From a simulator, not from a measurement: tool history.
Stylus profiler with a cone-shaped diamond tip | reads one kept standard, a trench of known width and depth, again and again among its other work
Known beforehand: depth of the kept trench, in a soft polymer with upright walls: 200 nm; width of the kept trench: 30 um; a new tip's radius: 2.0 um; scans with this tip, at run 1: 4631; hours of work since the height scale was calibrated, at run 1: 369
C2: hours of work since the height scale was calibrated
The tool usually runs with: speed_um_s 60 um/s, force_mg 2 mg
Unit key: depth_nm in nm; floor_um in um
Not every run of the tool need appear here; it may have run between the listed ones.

{"run": 1, "hour": 0.0, "speed_um_s": 60, "force_mg": 2, "scans with this tip": 4631, "C2": 369, "depth_nm": 202.58, "floor_um": 27.87}
{"run": 2, "hour": 35.3, "speed_um_s": 144, "force_mg": 2, "scans with this tip": 4892, "C2": 390, "depth_nm": 202.56, "floor_um": 27.32}
{"run": 3, "hour": 65.3, "speed_um_s": 144, "force_mg": 2, "scans with this tip": 5113, "C2": 408, "depth_nm": 202.53, "floor_um": 27.28}
{"run": 4, "hour": 90.6, "speed_um_s": 144, "force_mg": 2, "scans with this tip": 5300, "C2": 422, "depth_nm": 202.45, "floor_um": 27.35}
{"run": 5, "hour": 105.7, "speed_um_s": 144, "force_mg": 2, "scans with this tip": 5412, "C2": 431, "depth_nm": 202.58, "floor_um": 27.3}
{"run": 6, "hour": 137.7, "speed_um_s": 144, "force_mg": 2, "scans with this tip": 5648, "C2": 450, "depth_nm": 202.49, "floor_um": 27.33}
{"run": 7, "hour": 161.0, "speed_um_s": 144, "force_mg": 2, "scans with this tip": 5820, "C2": 464, "depth_nm": 202.51, "floor_um": 27.29}
{"run": 8, "hour": 177.4, "speed_um_s": 144, "force_mg": 2, "scans with this tip": 5941, "C2": 474, "depth_nm": 202.46, "floor_um": 27.31}
{"run": 9, "hour": 211.7, "speed_um_s": 60, "force_mg": 2.67, "scans with this tip": 6194, "C2": 494, "depth_nm": 203.08, "floor_um": 27.95}
{"run": 10, "hour": 227.9, "speed_um_s": 34, "force_mg": 2, "scans with this tip": 6314, "C2": 503, "depth_nm": 202.49, "floor_um": 28.07}
{"run": 11, "hour": 251.1, "speed_um_s": 60, "force_mg": 3.56, "scans with this tip": 6485, "C2": 517, "depth_nm": 203.75, "floor_um": 28.03}
{"run": 12, "hour": 269.6, "speed_um_s": 60, "force_mg": 3.56, "scans with this tip": 6622, "C2": 528, "depth_nm": 203.7, "floor_um": 27.93}
{"run": 13, "hour": 293.8, "speed_um_s": 60, "force_mg": 3.56, "scans with this tip": 6801, "C2": 542, "depth_nm": 203.7, "floor_um": 27.92}
{"run": 14, "hour": 321.8, "speed_um_s": 60, "force_mg": 3.56, "scans with this tip": 7007, "C2": 558, "depth_nm": 203.68, "floor_um": 27.97}
{"run": 15, "hour": 352.7, "speed_um_s": 114, "force_mg": 1.35, "scans with this tip": 7235, "C2": 577, "depth_nm": 201.97, "floor_um": 27.33}
{"run": 16, "hour": 377.1, "speed_um_s": 117, "force_mg": 1.91, "scans with this tip": 7415, "C2": 591, "depth_nm": 202.48, "floor_um": 27.53}
{"run": 17, "hour": 398.5, "speed_um_s": 63, "force_mg": 5.96, "scans with this tip": 7573, "C2": 604, "depth_nm": 205.34, "floor_um": 28.07}
{"run": 18, "hour": 423.7, "speed_um_s": 192, "force_mg": 1.71, "scans with this tip": 7759, "C2": 618, "depth_nm": 202.29, "floor_um": 26.93}
{"run": 19, "hour": 444.9, "speed_um_s": 34, "force_mg": 2.13, "scans with this tip": 7916, "C2": 631, "depth_nm": 202.65, "floor_um": 28.03}
{"run": 20, "hour": 464.2, "speed_um_s": 34, "force_mg": 2.13, "scans with this tip": 8059, "C2": 642, "depth_nm": 202.6, "floor_um": 28.11}
{"run": 21, "hour": 492.1, "speed_um_s": 138, "force_mg": 4.88, "scans with this tip": 8264, "C2": 659, "depth_nm": 204.7, "floor_um": 27.7}
{"run": 22, "hour": 508.6, "speed_um_s": 29, "force_mg": 1, "scans with this tip": 8386, "C2": 668, "depth_nm": 201.64, "floor_um": 28.03}
{"run": 23, "hour": 535.5, "speed_um_s": 33, "force_mg": 4.02, "scans with this tip": 8585, "C2": 684, "depth_nm": 204.03, "floor_um": 28.09}
{"run": 24, "hour": 567.4, "speed_um_s": 33, "force_mg": 4.02, "scans with this tip": 8820, "C2": 703, "depth_nm": 204.05, "floor_um": 28.07}

Branching from run 24: 3 alternative next runs. What would each branch give?
{"run": "A", "hour": 584.5, "speed_um_s": 33, "force_mg": 4.4, "scans with this tip": 8947, "C2": 713, "depth_nm": "?", "floor_um": "?"}
{"run": "B", "hour": 584.5, "speed_um_s": 60, "force_mg": 1.28, "scans with this tip": 8947, "C2": 713, "depth_nm": "?", "floor_um": "?"}
{"run": "C", "hour": 584.5, "speed_um_s": 133, "force_mg": 3.12, "scans with this tip": 8947, "C2": 713, "depth_nm": "?", "floor_um": "?"}

run=A depth_nm=204.34 floor_um=28.15
run=B depth_nm=201.86 floor_um=27.75
run=C depth_nm=203.38 floor_um=27.49
Without the tool's unlogged condition, the same runs would have read:
run=A depth_nm=204.34 floor_um=28.15
run=B depth_nm=201.87 floor_um=27.75
run=C depth_nm=203.39 floor_um=27.49
